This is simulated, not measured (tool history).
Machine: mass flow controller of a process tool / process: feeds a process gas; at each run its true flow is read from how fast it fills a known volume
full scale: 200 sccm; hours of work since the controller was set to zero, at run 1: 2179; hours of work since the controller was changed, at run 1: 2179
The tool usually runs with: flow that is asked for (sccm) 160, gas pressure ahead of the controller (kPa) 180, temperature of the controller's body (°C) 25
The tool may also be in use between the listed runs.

run	hour	flow that is asked for (sccm)	gas pressure ahead of the controller (kPa)	temperature of the controller's body (°C)	hours of work since the controller was set to zero	hours of work since the controller was changed	true flow (%)
1	0	160	180	25	2179	2179	99.92
2	377.6	98	180	25	2402	2402	99.65
3	814.1	160	197	25	2660	2660	100
4	1138.8	160	180	25	2852	2852	99.82
5	1405.2	160	180	25	3009	3009	99.91
6	1802.3	160	180	25	3244	3244	99.93
7	2146.2	160	180	34	3447	3447	100.29
8	2474.8	160	162	25	3642	3642	99.85
9	2914.2	160	162	25	3901	3901	99.88
10	3150.3	60	162	25	4041	4041	99.56
11	3515.1	60	162	25	4257	4257	99.63
12	3923.8	60	162	25	4498	4498	99.56
13	4193.4	60	162	25	4658	4658	99.66
14	4621.8	160	180	37	4911	4911	100.25
15	5009.8	160	180	37	5140	5140	100.36
16	5468.9	160	180	37	5412	5412	100.32
# hour 5842.6: controller's zero set anew
17	5876	160	180	25	20	5652	99.83
18	6200.3	45	180	25	212	5844	99.37
19	6509.3	171	153	25	394	6026	99.96
20	6704.4	171	153	25	510	6142	99.92
21	6963.4	171	153	25	663	6295	100.1
22	7214	171	153	23	811	6443	99.82
23	7616.8	171	261	38	1049	6681	100.31
24	7810.2	171	220	30	1163	6796	100.08
25	8262.5	171	220	30	1431	7063	100.09
26	8608.6	171	220	30	1635	7268	100.05
27	8970.5	118	180	20	1849	7481	99.52
28	9222.8	118	180	20	1998	7631	99.59
29	9447.2	118	180	20	2131	7763	99.52
30	9704.4	118	180	20	2283	7915	99.61
31	10119.7	118	180	20	2529	8161	99.46
32	10381.9	80	140	37	2684	8316	100.02
33	10618.1	160	204	25	2823	8455	99.92
34	11093.8	40	260	33	3104	8737	99.53
35	11384.1	45	180	26	3276	8908	99.49

Below are 5 alternative next runs, each starting from the tool's condition after run 35. Predict each:
A	11646.6	45	214	26	3431	9064	?
B	11646.6	160	255	25	3431	9064	?
C	11646.6	70	250	24	3431	9064	?
D	11646.6	150	246	30	3431	9064	?
E	11646.6	23	155	36	3431	9064	?

run	true flow (%)
A	99.49
B	99.9
C	99.42
D	99.92
E	99.97
With no hidden state in the tool, these same runs would have given:
run	true flow (%)
A	99.49
B	99.91
C	99.42
D	99.93
E	99.95
